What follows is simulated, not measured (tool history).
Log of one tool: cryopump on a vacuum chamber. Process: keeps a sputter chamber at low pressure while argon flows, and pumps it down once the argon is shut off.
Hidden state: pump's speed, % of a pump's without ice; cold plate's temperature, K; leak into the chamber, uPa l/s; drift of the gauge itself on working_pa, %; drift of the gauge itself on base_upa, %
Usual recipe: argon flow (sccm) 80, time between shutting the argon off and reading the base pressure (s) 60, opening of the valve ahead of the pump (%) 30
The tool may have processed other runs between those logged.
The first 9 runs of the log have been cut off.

run	hour	argon flow (sccm)	time between shutting the argon off and reading the base pressure (s)	opening of the valve ahead of the pump (%)	hours of work since the pump was warmed up and emptied	hours of work since the cold head was overhauled	hours of work since the chamber's fittings were tightened	pressure while argon flows (Pa)	pressure after the wait (uPa)
10	276.3	155	60	30	149	149	885	0.3630	0.83
11	303.6	155	60	30	162	162	897	0.3623	0.82
12	332.7	80	60	30	176	176	911	0.1874	0.86
13	365.7	80	60	30	191	191	926	0.1876	0.88
14	397.4	80	60	30	206	206	941	0.1872	0.88
15	437.8	80	60	30	224	224	960	0.1872	0.87
16	463.7	80	60	30	237	237	972	0.1877	0.86
17	505.9	80	60	30	256	256	991	0.1883	0.90
18	549.6	58	114	56	276	276	1012	0.0746	0.62
19	589.6	80	91	16	295	295	1030	0.3532	0.67
20	627.6	80	152	16	313	313	1048	0.3511	0.57
21	652.7	80	87	30	324	324	1060	0.1896	0.70
22	695.1	118	34	25	344	344	1079	0.3328	1.38
23	726.3	118	35	18	359	359	1094	0.4567	1.34
24	766.5	95	128	33	377	377	1113	0.2049	0.56
25	793.6	80	103	30	390	390	1125	0.1903	0.66
26	811.8	80	213	38	398	398	1134	0.1511	0.47
27	847.3	80	213	38	415	415	1150	0.1521	0.43
28	870.3	80	30	19	425	425	1161	0.3006	1.56
29	913.0	80	30	22	445	445	1181	0.2586	1.54
30	937.5	118	97	57	457	457	1192	0.1525	0.72
31	957.9	80	76	28	466	466	1201	0.2036	0.76
32	979.6	80	76	28	476	476	1212	0.2045	0.79
33	1018.5	80	76	28	494	494	1230	0.2037	0.81
34	1041.9	80	230	16	505	505	1241	0.3538	0.48

Branching from run 34: 3 alternative next runs. What would each branch give?
A	1083.3	33	33	30	524	524	1260	?	?
B	1083.3	80	23	30	524	524	1260	?	?
C	1083.3	123	71	32	524	524	1260	?	?

run	pressure while argon flows (Pa)	pressure after the wait (uPa)
A	0.0787	1.45
B	0.1915	1.92
C	0.2769	0.86
Take away the tool's hidden state, keep each run's random variation, and the runs would have read:
run	pressure while argon flows (Pa)	pressure after the wait (uPa)
A	0.0757	1.24
B	0.1842	1.71
C	0.2657	0.65
